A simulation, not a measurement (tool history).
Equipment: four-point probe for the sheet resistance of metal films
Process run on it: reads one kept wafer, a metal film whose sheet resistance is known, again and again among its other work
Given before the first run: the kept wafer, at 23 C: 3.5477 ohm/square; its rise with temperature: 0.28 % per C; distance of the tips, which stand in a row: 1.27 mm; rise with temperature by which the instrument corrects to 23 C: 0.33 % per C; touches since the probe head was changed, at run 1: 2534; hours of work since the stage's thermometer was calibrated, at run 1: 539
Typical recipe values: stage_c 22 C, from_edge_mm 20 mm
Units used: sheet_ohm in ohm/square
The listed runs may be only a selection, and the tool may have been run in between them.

run	hour	stage_c	from_edge_mm	touches since the probe head was changed	hours of work since the stage's thermometer was calibrated	sheet_ohm
1	0	22	20	2534	539	3.560876
2	16.8	22	20	3342	552	3.562604
3	30	23	20	3973	562	3.559169
4	42.6	23	20	4579	572	3.560511
5	55.2	22	20	5180	582	3.563558
6	69.6	22	20	5875	593	3.561664
7	98.4	35	20	7253	615	3.53795
8	115.6	35	20	8080	628	3.537255
9	140	22	20	9252	647	3.56141
10	158.8	22	20	10154	661	3.560217
11	178.7	22	20	11110	676	3.560278
12	208.5	22	20	12538	699	3.5619
13	223.9	20	3	13275	711	3.866966
14	244.3	20	3	14258	726	3.866302
15	259.1	21	50	14967	738	3.555629
16	285.4	21	50	16227	758	3.554541
# hour 287.7: stage's thermometer calibrated
17	312.1	21	50	17485	19	3.55547
18	334.5	21	50	18558	36	3.555394
19	359.8	18	4	19772	55	3.742829
20	383.9	22	4	20929	74	3.735627
# hour 402.9: stage's thermometer calibrated, once more
21	412.5	22	4	22277	7	3.730669
22	427.6	22	4	23001	19	3.731076
23	444	22	4	23789	31	3.731191

Each row is a separate what-if for the run after 23, all from the same tool condition, not one after another. Results?
A	462.8	23	27	24691	46	?
B	462.8	25	6	24691	46	?
C	462.8	21	6	24691	46	?
D	462.8	21	52	24691	46	?
E	462.8	34	8	24691	46	?

run	sheet_ohm
A	3.550787
B	3.625782
C	3.635778
D	3.551396
E	3.574491
Without the tool's hidden state the same runs would have given:
run	sheet_ohm
A	3.551846
B	3.626861
C	3.636861
D	3.552455
E	3.575553
